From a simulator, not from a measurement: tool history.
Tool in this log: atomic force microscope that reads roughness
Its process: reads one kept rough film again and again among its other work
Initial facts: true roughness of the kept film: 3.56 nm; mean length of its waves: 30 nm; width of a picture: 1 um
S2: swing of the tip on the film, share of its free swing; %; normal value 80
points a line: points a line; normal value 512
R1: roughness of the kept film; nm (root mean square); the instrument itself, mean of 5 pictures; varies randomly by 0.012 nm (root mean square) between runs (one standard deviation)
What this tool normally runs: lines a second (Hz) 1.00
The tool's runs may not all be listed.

Run 1, hour 0.0: usual settings. Result: R1 2.927 nm (root mean square).
Run 2, hour 35.0: usual settings. Result: R1 2.910 nm (root mean square).
Run 3, hour 56.1: usual settings. Result: R1 2.902 nm (root mean square).
Run 4, hour 101.7: usual settings. Result: R1 2.902 nm (root mean square).
Run 5, hour 141.4: usual settings. Result: R1 2.918 nm (root mean square).
Run 6, hour 171.9: usual settings. Result: R1 2.896 nm (root mean square).
Run 7, hour 194.5: usual settings. Result: R1 2.912 nm (root mean square).
At hour 204.8: new tip fitted.
Run 8, hour 240.6: usual settings but lines a second (Hz) 2.29, S2 81 %, points a line 297. Result: R1 2.559 nm (root mean square).
Run 9, hour 281.5: usual settings but lines a second (Hz) 1.19, S2 81 %, points a line 746. Result: R1 2.845 nm (root mean square).
Run 10, hour 306.6: usual settings but lines a second (Hz) 3.62, S2 78 %, points a line 746. Result: R1 2.436 nm (root mean square).
Run 11, hour 338.2: usual settings but lines a second (Hz) 3.62, S2 78 %, points a line 746. Result: R1 2.432 nm (root mean square).
Run 12, hour 380.0: usual settings but lines a second (Hz) 0.88, S2 78 %, points a line 746. Result: R1 2.962 nm (root mean square).
Run 13, hour 411.7: usual settings but lines a second (Hz) 0.88, S2 78 %, points a line 746. Result: R1 2.977 nm (root mean square).

What if the next run were any one of these 4? Each begins from the tool's condition after run 13:
Run A, hour 456.2: usual settings but lines a second (Hz) 2.27, S2 65 %. Result: R1 ?.
Run B, hour 456.2: usual settings but points a line 534. Result: R1 ?.
Run C, hour 456.2: usual settings but lines a second (Hz) 1.63, S2 60 %, points a line 391. Result: R1 ?.
Run D, hour 456.2: usual settings but lines a second (Hz) 1.25, S2 79 %, points a line 361. Result: R1 ?.

run     R1
  A  2.909
  B  2.903
  C  3.022
  D  2.859
The same runs, with their run-to-run variation unchanged, on a tool lacking any hidden condition would have given:
run     R1
  A  2.915
  B  2.908
  C  3.028
  D  2.864
